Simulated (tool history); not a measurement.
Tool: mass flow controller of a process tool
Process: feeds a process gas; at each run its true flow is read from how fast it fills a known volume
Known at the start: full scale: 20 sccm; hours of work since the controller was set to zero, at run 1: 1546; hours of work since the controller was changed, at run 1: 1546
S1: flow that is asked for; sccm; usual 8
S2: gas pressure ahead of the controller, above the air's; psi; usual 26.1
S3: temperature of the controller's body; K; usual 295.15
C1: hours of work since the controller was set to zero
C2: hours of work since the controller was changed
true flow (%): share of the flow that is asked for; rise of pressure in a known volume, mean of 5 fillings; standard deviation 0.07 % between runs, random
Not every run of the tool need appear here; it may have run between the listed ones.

run 1 hour=0 | S1=8 S2=26.1 S3=295.15 | C1=1546 C2=1546 | true_flow_(%)=99.37
run 2 hour=65 | S1=8 S2=26.1 S3=295.15 | C1=1572 C2=1572 | true_flow_(%)=99.2
run 3 hour=109.4 | S1=3 S2=26.1 S3=295.15 | C1=1589 C2=1589 | true_flow_(%)=100.13
run 4 hour=158 | S1=8 S2=26.1 S3=295.15 | C1=1609 C2=1609 | true_flow_(%)=99.32
run 5 hour=254.5 | S1=14 S2=26.1 S3=295.15 | C1=1647 C2=1647 | true_flow_(%)=99.39
run 6 hour=341.4 | S1=8 S2=26.1 S3=295.15 | C1=1682 C2=1682 | true_flow_(%)=99.18
run 7 hour=438.3 | S1=8 S2=26.1 S3=298.15 | C1=1721 C2=1721 | true_flow_(%)=99.59
run 8 hour=486.7 | S1=8 S2=34.2 S3=295.15 | C1=1740 C2=1740 | true_flow_(%)=99.23
run 9 hour=547.1 | S1=8 S2=34.2 S3=295.15 | C1=1764 C2=1764 | true_flow_(%)=99.16
run 10 hour=600.7 | S1=8 S2=34.2 S3=295.15 | C1=1786 C2=1786 | true_flow_(%)=99.19
run 11 hour=667.6 | S1=8 S2=34.2 S3=295.15 | C1=1812 C2=1812 | true_flow_(%)=99.19
-- hour=675.2 controller's zero set anew
run 12 hour=767.5 | S1=2 S2=26.1 S3=295.15 | C1=37 C2=1852 | true_flow_(%)=103.09
run 13 hour=849.3 | S1=5 S2=36.1 S3=296.15 | C1=70 C2=1885 | true_flow_(%)=100.21
run 14 hour=941.4 | S1=8 S2=36.1 S3=296.15 | C1=106 C2=1922 | true_flow_(%)=99.69
-- hour=1011.7 controller's zero set anew, once more
run 15 hour=1030.8 | S1=8 S2=27.7 S3=308.15 | C1=8 C2=1957 | true_flow_(%)=99.44
run 16 hour=1105.6 | S1=9 S2=32.9 S3=311.15 | C1=38 C2=1987 | true_flow_(%)=99.61
run 17 hour=1209.6 | S1=6 S2=22.9 S3=313.15 | C1=79 C2=2029 | true_flow_(%)=99.71
run 18 hour=1263.6 | S1=4 S2=35.8 S3=306.15 | C1=101 C2=2050 | true_flow_(%)=98.89
run 19 hour=1309.4 | S1=4 S2=35.8 S3=306.15 | C1=119 C2=2069 | true_flow_(%)=98.95
run 20 hour=1398.3 | S1=3 S2=37.7 S3=304.15 | C1=155 C2=2104 | true_flow_(%)=98.89
run 21 hour=1450.8 | S1=3 S2=37.7 S3=304.15 | C1=176 C2=2125 | true_flow_(%)=98.77

Hidden state at the last listed run before each entry between runs and at the first one after, where it differs:
Run 11 -> run 12: controller's zero set anew (hour 675.2)
  flow at rest that the sensor doesn't see, % of full scale: 0.3 -> 0.496; true flow over the shown one, %: -0.35 -> -0.36
  measured value less the no-hidden-state value, true flow (%): +0.4 -> +4.6
Run 14 -> run 15: controller's zero set anew, once more (hour 1011.7)
  flow at rest that the sensor doesn't see, % of full scale: 0.507 -> 0.008; true flow over the shown one, %: -0.38 -> -0.39
  measured value less the no-hidden-state value, true flow (%): +0.89 -> -0.36

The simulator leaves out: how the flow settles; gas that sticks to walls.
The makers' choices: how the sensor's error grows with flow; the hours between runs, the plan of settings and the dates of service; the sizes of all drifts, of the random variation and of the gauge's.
